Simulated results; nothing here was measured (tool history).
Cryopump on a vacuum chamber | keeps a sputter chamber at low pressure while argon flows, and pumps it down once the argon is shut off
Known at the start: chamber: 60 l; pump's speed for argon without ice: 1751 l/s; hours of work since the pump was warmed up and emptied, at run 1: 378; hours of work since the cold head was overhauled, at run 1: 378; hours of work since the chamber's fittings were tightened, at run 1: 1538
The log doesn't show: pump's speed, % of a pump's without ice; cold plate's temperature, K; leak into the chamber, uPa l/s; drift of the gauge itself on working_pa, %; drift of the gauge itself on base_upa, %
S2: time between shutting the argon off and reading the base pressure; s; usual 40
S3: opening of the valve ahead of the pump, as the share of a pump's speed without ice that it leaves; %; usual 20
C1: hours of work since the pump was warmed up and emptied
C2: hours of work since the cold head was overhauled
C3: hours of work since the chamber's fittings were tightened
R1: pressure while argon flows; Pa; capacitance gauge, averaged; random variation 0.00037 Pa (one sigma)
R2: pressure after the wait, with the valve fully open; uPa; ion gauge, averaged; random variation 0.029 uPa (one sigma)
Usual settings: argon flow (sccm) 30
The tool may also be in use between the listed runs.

run 1 hour=0.0 | argon_flow_(sccm)=30 S2=40 S3=20 | C1=378 C2=378 C3=1538 | R1=0.1491 R2=3.15
run 2 hour=24.2 | argon_flow_(sccm)=30 S2=40 S3=20 | C1=392 C2=392 C3=1553 | R1=0.1498 R2=3.25
run 3 hour=48.6 | argon_flow_(sccm)=49 S2=40 S3=20 | C1=407 C2=407 C3=1567 | R1=0.2447 R2=3.24
run 4 hour=80.2 | argon_flow_(sccm)=49 S2=40 S3=20 | C1=425 C2=425 C3=1586 | R1=0.2452 R2=3.25
-- hour=100.4 pump warmed up, emptied and cooled again
run 5 hour=104.5 | argon_flow_(sccm)=49 S2=40 S3=20 | C1=2 C2=437 C3=1597 | R1=0.2380 R2=3.02
run 6 hour=133.5 | argon_flow_(sccm)=28 S2=40 S3=20 | C1=20 C2=454 C3=1615 | R1=0.1355 R2=2.94
run 7 hour=156.7 | argon_flow_(sccm)=28 S2=40 S3=20 | C1=33 C2=468 C3=1628 | R1=0.1359 R2=3.02
run 8 hour=170.8 | argon_flow_(sccm)=30 S2=40 S3=20 | C1=42 C2=476 C3=1637 | R1=0.1455 R2=3.09
run 9 hour=185.8 | argon_flow_(sccm)=30 S2=40 S3=20 | C1=51 C2=485 C3=1646 | R1=0.1458 R2=3.07
run 10 hour=210.8 | argon_flow_(sccm)=30 S2=40 S3=20 | C1=65 C2=500 C3=1660 | R1=0.1456 R2=3.05
run 11 hour=238.0 | argon_flow_(sccm)=30 S2=40 S3=20 | C1=82 C2=516 C3=1676 | R1=0.1454 R2=3.09
run 12 hour=269.7 | argon_flow_(sccm)=30 S2=40 S3=20 | C1=100 C2=535 C3=1695 | R1=0.1458 R2=3.12
run 13 hour=291.6 | argon_flow_(sccm)=30 S2=40 S3=20 | C1=113 C2=548 C3=1708 | R1=0.1464 R2=3.18
run 14 hour=322.9 | argon_flow_(sccm)=30 S2=40 S3=26 | C1=132 C2=566 C3=1727 | R1=0.1130 R2=3.19
run 15 hour=336.8 | argon_flow_(sccm)=30 S2=40 S3=26 | C1=140 C2=575 C3=1735 | R1=0.1134 R2=3.20
run 16 hour=349.7 | argon_flow_(sccm)=30 S2=40 S3=20 | C1=148 C2=582 C3=1743 | R1=0.1468 R2=3.25
run 17 hour=367.7 | argon_flow_(sccm)=30 S2=40 S3=20 | C1=158 C2=593 C3=1753 | R1=0.1470 R2=3.33
run 18 hour=387.2 | argon_flow_(sccm)=30 S2=40 S3=20 | C1=170 C2=604 C3=1765 | R1=0.1476 R2=3.31
run 19 hour=412.2 | argon_flow_(sccm)=43 S2=33 S3=20 | C1=185 C2=619 C3=1780 | R1=0.2107 R2=3.54
run 20 hour=428.3 | argon_flow_(sccm)=43 S2=33 S3=20 | C1=194 C2=629 C3=1789 | R1=0.2102 R2=3.50
run 21 hour=445.3 | argon_flow_(sccm)=43 S2=167 S3=20 | C1=205 C2=639 C3=1799 | R1=0.2113 R2=2.39
run 22 hour=468.8 | argon_flow_(sccm)=17 S2=249 S3=20 | C1=218 C2=653 C3=1813 | R1=0.0834 R2=2.27
run 23 hour=495.2 | argon_flow_(sccm)=35 S2=40 S3=20 | C1=234 C2=668 C3=1829 | R1=0.1723 R2=3.45
run 24 hour=510.3 | argon_flow_(sccm)=35 S2=25 S3=19 | C1=243 C2=677 C3=1838 | R1=0.1813 R2=4.14
run 25 hour=530.6 | argon_flow_(sccm)=22 S2=40 S3=20 | C1=255 C2=689 C3=1850 | R1=0.1085 R2=3.40
run 26 hour=547.8 | argon_flow_(sccm)=22 S2=40 S3=20 | C1=265 C2=700 C3=1860 | R1=0.1086 R2=3.49
-- hour=554.8 leaking fittings of the chamber tightened, without venting
run 27 hour=579.9 | argon_flow_(sccm)=16 S2=40 S3=27 | C1=283 C2=718 C3=15 | R1=0.0592 R2=1.43
run 28 hour=606.8 | argon_flow_(sccm)=27 S2=40 S3=40 | C1=299 C2=733 C3=31 | R1=0.0686 R2=1.42
run 29 hour=635.5 | argon_flow_(sccm)=22 S2=109 S3=35 | C1=316 C2=750 C3=48 | R1=0.0637 R2=0.71
run 30 hour=659.0 | argon_flow_(sccm)=15 S2=95 S3=29 | C1=330 C2=764 C3=62 | R1=0.0520 R2=0.80
run 31 hour=689.5 | argon_flow_(sccm)=15 S2=95 S3=46 | C1=348 C2=783 C3=80 | R1=0.0336 R2=0.80
run 32 hour=713.1 | argon_flow_(sccm)=37 S2=40 S3=20 | C1=362 C2=796 C3=94 | R1=0.1845 R2=1.57
run 33 hour=733.5 | argon_flow_(sccm)=37 S2=40 S3=20 | C1=374 C2=809 C3=106 | R1=0.1843 R2=1.56

Forecast each of these 3 alternatives for the next run:
run A hour=746.5 | argon_flow_(sccm)=30 S2=53 S3=20 | C1=382 C2=816 C3=114 | R1=? R2=?
run B hour=746.5 | argon_flow_(sccm)=30 S2=40 S3=19 | C1=382 C2=816 C3=114 | R1=? R2=?
run C hour=746.5 | argon_flow_(sccm)=13 S2=40 S3=20 | C1=382 C2=816 C3=114 | R1=? R2=?

run=A R1=0.1492 R2=1.22
run=B R1=0.1574 R2=1.59
run=C R1=0.0650 R2=1.61
Without the tool's hidden state the same runs would have given:
run=A R1=0.1445 R2=1.05
run=B R1=0.1526 R2=1.41
run=C R1=0.0630 R2=1.44
